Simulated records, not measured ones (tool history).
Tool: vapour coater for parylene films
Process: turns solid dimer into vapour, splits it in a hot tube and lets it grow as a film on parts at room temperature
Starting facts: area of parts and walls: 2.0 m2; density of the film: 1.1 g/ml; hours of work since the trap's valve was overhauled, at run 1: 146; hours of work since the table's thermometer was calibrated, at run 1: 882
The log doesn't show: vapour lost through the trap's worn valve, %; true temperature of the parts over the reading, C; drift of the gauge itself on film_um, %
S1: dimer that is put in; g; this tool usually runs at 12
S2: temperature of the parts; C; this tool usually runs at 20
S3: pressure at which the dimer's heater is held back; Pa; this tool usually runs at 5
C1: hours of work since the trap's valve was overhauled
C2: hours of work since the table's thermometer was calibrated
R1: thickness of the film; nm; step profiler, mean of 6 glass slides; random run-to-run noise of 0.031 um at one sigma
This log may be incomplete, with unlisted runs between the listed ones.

run 1 day=0 | S1=12 S2=20 S3=5 | C1=146 C2=882 | R1=2840
run 2 day=1.058 | S1=12 S2=20 S3=5 | C1=165 C2=901 | R1=2800
run 3 day=2.142 | S1=12 S2=20 S3=5 | C1=185 C2=921 | R1=2840
run 4 day=3.112 | S1=12 S2=20 S3=5 | C1=202 C2=939 | R1=2840
run 5 day=4.171 | S1=12 S2=20 S3=5 | C1=221 C2=958 | R1=2830
run 6 day=4.796 | S1=12 S2=20 S3=5 | C1=233 C2=969 | R1=2820
run 7 day=5.588 | S1=12 S2=20 S3=5 | C1=247 C2=984 | R1=2740
run 8 day=6.5 | S1=12 S2=20 S3=5 | C1=264 C2=1000 | R1=2750
run 9 day=7.3 | S1=7 S2=20 S3=5 | C1=278 C2=1015 | R1=1620
run 10 day=8.358 | S1=12 S2=20 S3=9.11 | C1=298 C2=1034 | R1=2450
run 11 day=9.004 | S1=12 S2=20 S3=9.11 | C1=310 C2=1046 | R1=2390
run 12 day=9.8 | S1=12 S2=20 S3=9.11 | C1=324 C2=1061 | R1=2420
run 13 day=10.442 | S1=12 S2=20 S3=9.11 | C1=336 C2=1072 | R1=2460
run 14 day=11.379 | S1=12 S2=12 S3=5 | C1=353 C2=1089 | R1=3280
run 15 day=12.546 | S1=12 S2=12 S3=5 | C1=374 C2=1111 | R1=3240
run 16 day=13.042 | S1=12 S2=12 S3=5 | C1=383 C2=1120 | R1=3310
run 17 day=13.596 | S1=12 S2=12 S3=5 | C1=393 C2=1130 | R1=3310
run 18 day=14.767 | S1=12 S2=32 S3=8.38 | C1=415 C2=1151 | R1=1750
-- day=15.042 trap's valve overhauled
run 19 day=15.725 | S1=9 S2=17 S3=8.38 | C1=12 C2=1165 | R1=1770
run 20 day=16.608 | S1=12 S2=17 S3=3.94 | C1=29 C2=1181 | R1=2660

What does the tool deliver on the next run?
run 21 day=17.096 | S1=9 S2=17 S3=2.69 | C1=37 C2=1190 | R1=?

R1: 2220 nm
With no hidden state in the tool, this same run would have given R1 2740 nm.
